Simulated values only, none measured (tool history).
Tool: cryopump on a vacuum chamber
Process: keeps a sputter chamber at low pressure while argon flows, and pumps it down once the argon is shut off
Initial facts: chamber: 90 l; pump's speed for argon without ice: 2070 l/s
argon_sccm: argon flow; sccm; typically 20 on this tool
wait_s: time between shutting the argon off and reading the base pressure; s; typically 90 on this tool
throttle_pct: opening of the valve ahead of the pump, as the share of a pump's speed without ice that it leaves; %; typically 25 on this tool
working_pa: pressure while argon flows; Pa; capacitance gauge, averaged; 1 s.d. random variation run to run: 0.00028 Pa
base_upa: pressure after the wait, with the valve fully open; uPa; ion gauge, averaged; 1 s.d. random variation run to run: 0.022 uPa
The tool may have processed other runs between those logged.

| run | hour | argon_sccm | wait_s | throttle_pct | working_pa | base_upa |
|---|---|---|---|---|---|---|
| 1 | 0 | 20 | 90 | 25 | 0.067 | 1.16 |
| 2 | 36.2 | 23 | 90 | 25 | 0.0768 | 1.26 |
| 3 | 90.4 | 23 | 90 | 25 | 0.0769 | 1.31 |
| 4 | 127.7 | 20 | 90 | 25 | 0.0674 | 1.33 |
| 5 | 184 | 20 | 90 | 25 | 0.067 | 1.39 |
| 6 | 238.6 | 20 | 90 | 25 | 0.0672 | 1.38 |
| 7 | 278.7 | 20 | 90 | 25 | 0.0672 | 1.44 |
| 8 | 318.9 | 20 | 90 | 25 | 0.0673 | 1.44 |
| 9 | 352.8 | 20 | 90 | 25 | 0.0672 | 1.51 |
| 10 | 400.7 | 20 | 90 | 25 | 0.0674 | 1.57 |
| 11 | 464 | 20 | 90 | 25 | 0.0672 | 1.64 |
| 12 | 501.5 | 21 | 90 | 24 | 0.0743 | 1.69 |
| 13 | 558.3 | 17 | 139 | 46 | 0.0322 | 1.62 |
| 14 | 620.8 | 17 | 139 | 46 | 0.0324 | 1.6 |
| 15 | 658 | 27 | 90 | 21 | 0.1083 | 1.86 |
| 16 | 695.8 | 16 | 20 | 21 | 0.064 | 3.24 |
| 17 | 746.5 | 14 | 29 | 21 | 0.0559 | 2.67 |
|  | 766.6 | pump warmed up, emptied and cooled again |
| 18 | 787.5 | 11 | 47 | 23 | 0.0394 | 2.16 |

Estimate the outcome of run 19 from the log above:
| 19 | 846.4 | 11 | 38 | 22 | ? | ? |

{"run 19": {"working_pa": 0.0408, "base_upa": 2.31}}
The same run, on a tool lacking any hidden state, would have yielded working_pa 0.0406 Pa, base_upa 1.1 uPa.
